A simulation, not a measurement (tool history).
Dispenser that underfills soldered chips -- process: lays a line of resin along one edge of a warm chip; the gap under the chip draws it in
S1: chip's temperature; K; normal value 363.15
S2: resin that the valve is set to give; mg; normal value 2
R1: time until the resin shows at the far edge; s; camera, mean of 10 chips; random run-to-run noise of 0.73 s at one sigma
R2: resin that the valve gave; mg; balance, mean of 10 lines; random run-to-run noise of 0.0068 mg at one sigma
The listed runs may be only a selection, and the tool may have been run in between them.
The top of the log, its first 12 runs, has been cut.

{"run": 13, "hour": 123.6, "S1": 363.15, "S2": 2, "R1": 113.3, "R2": 1.932}
{"hour": 125.6, "done": "new syringe of resin"}
{"run": 14, "hour": 131.5, "S1": 361.15, "S2": 2, "R1": 85.7, "R2": 1.915}
{"run": 15, "hour": 138.0, "S1": 363.15, "S2": 1.77, "R1": 107, "R2": 1.686}
{"hour": 142.1, "done": "new syringe of resin"}
{"run": 16, "hour": 147.1, "S1": 363.15, "S2": 1.77, "R1": 83.1, "R2": 1.687}
{"hour": 155.1, "done": "dispensing valve cleaned and set on the balance"}
{"hour": 160.1, "done": "new syringe of resin"}
{"run": 17, "hour": 160.7, "S1": 363.15, "S2": 2.14, "R1": 64, "R2": 2.137}
{"run": 18, "hour": 172.4, "S1": 368.15, "S2": 2.26, "R1": 86.2, "R2": 2.236}
{"hour": 176.6, "done": "new syringe of resin"}
{"run": 19, "hour": 179.6, "S1": 375.15, "S2": 1.92, "R1": 52.8, "R2": 1.887}
{"run": 20, "hour": 186.4, "S1": 351.15, "S2": 1.96, "R1": 126.6, "R2": 1.916}
{"hour": 193.1, "done": "new syringe of resin"}
{"run": 21, "hour": 197.6, "S1": 358.15, "S2": 2, "R1": 87.6, "R2": 1.95}
{"hour": 209.5, "done": "new syringe of resin"}
{"run": 22, "hour": 209.5, "S1": 356.15, "S2": 2.16, "R1": 76.4, "R2": 2.103}
{"run": 23, "hour": 215.8, "S1": 356.15, "S2": 2.16, "R1": 97.1, "R2": 2.094}
{"hour": 226.3, "done": "new syringe of resin"}
{"run": 24, "hour": 227.7, "S1": 360.15, "S2": 2.01, "R1": 72.7, "R2": 1.925}
{"run": 25, "hour": 238.1, "S1": 360.15, "S2": 1.78, "R1": 113.9, "R2": 1.688}
{"hour": 243.3, "done": "new syringe of resin"}
{"hour": 250.3, "done": "dispensing valve cleaned and set on the balance"}
{"run": 26, "hour": 250.3, "S1": 360.15, "S2": 1.78, "R1": 91, "R2": 1.784}
{"hour": 261.8, "done": "new syringe of resin"}
{"run": 27, "hour": 264.6, "S1": 360.15, "S2": 1.78, "R1": 76.8, "R2": 1.761}
{"run": 28, "hour": 275.8, "S1": 363.15, "S2": 1.76, "R1": 110.5, "R2": 1.73}
{"hour": 278.7, "done": "new syringe of resin"}
{"run": 29, "hour": 288.8, "S1": 363.15, "S2": 1.76, "R1": 97.8, "R2": 1.715}
{"hour": 295.6, "done": "new syringe of resin"}
{"run": 30, "hour": 298.1, "S1": 363.15, "S2": 1.76, "R1": 74.2, "R2": 1.712}
{"hour": 312.3, "done": "new syringe of resin"}
{"run": 31, "hour": 313.3, "S1": 363.15, "S2": 1.76, "R1": 71.5, "R2": 1.702}
{"run": 32, "hour": 320.9, "S1": 363.15, "S2": 1.76, "R1": 92.4, "R2": 1.686}
{"hour": 330.0, "done": "new syringe of resin"}
{"run": 33, "hour": 330.6, "S1": 368.15, "S2": 2.13, "R1": 55.9, "R2": 2.032}
{"run": 34, "hour": 338.9, "S1": 368.15, "S2": 2.13, "R1": 74.5, "R2": 2.007}

Predict each of these 4 candidate next runs independently; none follows another, all start after run 34:
{"hour": 345.3, "done": "dispensing valve cleaned and set on the balance"}
{"hour": 348.0, "done": "new syringe of resin"}
{"run": "A", "hour": 354.0, "S1": 372.15, "S2": 1.95, "R1": "?", "R2": "?"}
{"hour": 345.3, "done": "dispensing valve cleaned and set on the balance"}
{"hour": 348.0, "done": "new syringe of resin"}
{"run": "B", "hour": 354.0, "S1": 354.15, "S2": 2.13, "R1": "?", "R2": "?"}
{"hour": 345.3, "done": "dispensing valve cleaned and set on the balance"}
{"hour": 348.0, "done": "new syringe of resin"}
{"run": "C", "hour": 354.0, "S1": 352.15, "S2": 2.46, "R1": "?", "R2": "?"}
{"hour": 345.3, "done": "dispensing valve cleaned and set on the balance"}
{"hour": 348.0, "done": "new syringe of resin"}
{"run": "D", "hour": 354.0, "S1": 363.15, "S2": 2.08, "R1": "?", "R2": "?"}

run=A R1=61.8 R2=1.945
run=B R1=97.7 R2=2.116
run=C R1=102.5 R2=2.455
run=D R1=77.4 R2=2.073
With no hidden state in the tool, these same runs would have given:
run=A R1=52.8 R2=1.95
run=B R1=84 R2=2.122
run=C R1=88.1 R2=2.461
run=D R1=66.2 R2=2.078

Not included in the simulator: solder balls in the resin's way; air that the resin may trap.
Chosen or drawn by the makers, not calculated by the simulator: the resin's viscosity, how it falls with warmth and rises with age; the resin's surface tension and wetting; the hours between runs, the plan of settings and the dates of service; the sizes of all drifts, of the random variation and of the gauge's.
